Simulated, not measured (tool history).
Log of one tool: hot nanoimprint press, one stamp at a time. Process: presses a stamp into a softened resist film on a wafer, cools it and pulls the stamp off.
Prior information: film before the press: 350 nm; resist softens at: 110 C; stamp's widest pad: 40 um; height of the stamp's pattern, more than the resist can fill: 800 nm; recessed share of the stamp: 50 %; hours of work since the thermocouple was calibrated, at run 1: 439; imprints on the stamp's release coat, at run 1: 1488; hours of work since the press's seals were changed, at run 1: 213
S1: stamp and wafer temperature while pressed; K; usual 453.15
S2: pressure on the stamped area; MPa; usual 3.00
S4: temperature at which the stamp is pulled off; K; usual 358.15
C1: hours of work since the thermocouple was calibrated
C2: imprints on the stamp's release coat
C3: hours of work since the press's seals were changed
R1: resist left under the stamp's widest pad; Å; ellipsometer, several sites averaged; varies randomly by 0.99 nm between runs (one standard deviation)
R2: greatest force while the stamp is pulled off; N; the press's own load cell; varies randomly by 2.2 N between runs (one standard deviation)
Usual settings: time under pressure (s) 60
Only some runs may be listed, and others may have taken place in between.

{"run": 1, "hour": 0.0, "S1": 453.15, "S2": 3.0, "time under pressure (s)": 60, "S4": 358.15, "C1": 439, "C2": 1488, "C3": 213, "R1": 1390, "R2": 133}
{"run": 2, "hour": 22.6, "S1": 453.15, "S2": 3.0, "time under pressure (s)": 60, "S4": 358.15, "C1": 451, "C2": 1580, "C3": 225, "R1": 1384, "R2": 145}
{"run": 3, "hour": 40.9, "S1": 453.15, "S2": 3.0, "time under pressure (s)": 60, "S4": 358.15, "C1": 461, "C2": 1655, "C3": 234, "R1": 1368, "R2": 140}
{"run": 4, "hour": 63.8, "S1": 453.15, "S2": 3.0, "time under pressure (s)": 60, "S4": 358.15, "C1": 473, "C2": 1748, "C3": 246, "R1": 1375, "R2": 145}
{"hour": 76.6, "done": "stamp cleaned and given a new release coat"}
{"run": 5, "hour": 93.6, "S1": 453.15, "S2": 2.48, "time under pressure (s)": 60, "S4": 358.15, "C1": 485, "C2": 70, "C3": 259, "R1": 1501, "R2": 96}
{"run": 6, "hour": 104.5, "S1": 453.15, "S2": 2.48, "time under pressure (s)": 60, "S4": 358.15, "C1": 491, "C2": 114, "C3": 265, "R1": 1517, "R2": 99}
{"run": 7, "hour": 124.6, "S1": 453.15, "S2": 3.0, "time under pressure (s)": 82, "S4": 358.15, "C1": 502, "C2": 196, "C3": 275, "R1": 1207, "R2": 101}
{"run": 8, "hour": 146.5, "S1": 453.15, "S2": 3.0, "time under pressure (s)": 82, "S4": 358.15, "C1": 513, "C2": 286, "C3": 287, "R1": 1212, "R2": 101}
{"run": 9, "hour": 165.3, "S1": 453.15, "S2": 3.78, "time under pressure (s)": 60, "S4": 358.15, "C1": 523, "C2": 363, "C3": 297, "R1": 1210, "R2": 103}
{"run": 10, "hour": 176.8, "S1": 453.15, "S2": 3.78, "time under pressure (s)": 60, "S4": 358.15, "C1": 529, "C2": 410, "C3": 303, "R1": 1207, "R2": 105}
{"run": 11, "hour": 195.5, "S1": 453.15, "S2": 3.78, "time under pressure (s)": 60, "S4": 358.15, "C1": 539, "C2": 486, "C3": 313, "R1": 1221, "R2": 112}
{"run": 12, "hour": 220.0, "S1": 462.15, "S2": 3.0, "time under pressure (s)": 60, "S4": 358.15, "C1": 552, "C2": 587, "C3": 326, "R1": 932, "R2": 110}

Run 13 comes next. What will it give?
{"run": 13, "hour": 232.9, "S1": 454.15, "S2": 2.66, "time under pressure (s)": 80, "S4": 364.15, "C1": 558, "C2": 639, "C3": 332, "R1": "?", "R2": "?"}

R1: 1218 Å
R2: 93 N
Without the tool's hidden state the same run would have given R1 1347 Å, R2 83 N.

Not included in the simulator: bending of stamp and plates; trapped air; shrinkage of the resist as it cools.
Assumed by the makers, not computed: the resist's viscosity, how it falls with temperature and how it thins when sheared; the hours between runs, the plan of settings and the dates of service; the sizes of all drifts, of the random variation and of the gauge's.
